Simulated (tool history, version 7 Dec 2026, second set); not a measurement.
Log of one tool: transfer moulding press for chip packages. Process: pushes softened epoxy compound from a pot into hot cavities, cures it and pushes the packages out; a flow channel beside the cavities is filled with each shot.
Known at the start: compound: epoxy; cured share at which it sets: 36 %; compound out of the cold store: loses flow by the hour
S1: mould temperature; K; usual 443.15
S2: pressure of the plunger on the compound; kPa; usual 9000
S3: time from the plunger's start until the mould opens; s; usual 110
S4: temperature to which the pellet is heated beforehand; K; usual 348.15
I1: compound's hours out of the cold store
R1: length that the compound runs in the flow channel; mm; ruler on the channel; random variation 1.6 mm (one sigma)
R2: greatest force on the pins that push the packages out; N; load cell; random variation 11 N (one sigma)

run  hour      S1    S2   S3      S4    I1   R1   R2
  1     0  443.15  9000  110  348.15    20  655  557
  2  18.9  443.15  9000  110  348.15  42.5  622  598
  3  28.2  443.15  9000  110  348.15  29.6  644  646
  4  41.1  443.15  9000  110  348.15  34.5  633  647
  5  57.3  443.15  9000  110  348.15  36.4  632  707
  6  65.6  443.15  9000  110  348.15  14.9  661  716
  7    74  443.15  9000  110  348.15  18.3  656  725
     79.5  -- cavities cleaned with cleaning compound and waxed
  8  85.4  443.15  9000  129  348.15  42.5  620  482
  9  99.7  443.15  9000  110  354.15  17.4  654  600

Run 10 comes next. What will it give?
 10  112.9  448.15  8860  110  348.15  23   ?   ?

R1: 630 mm
R2: 553 N
Without the tool's hidden state the same run would have given R1 635 mm, R2 441 N.
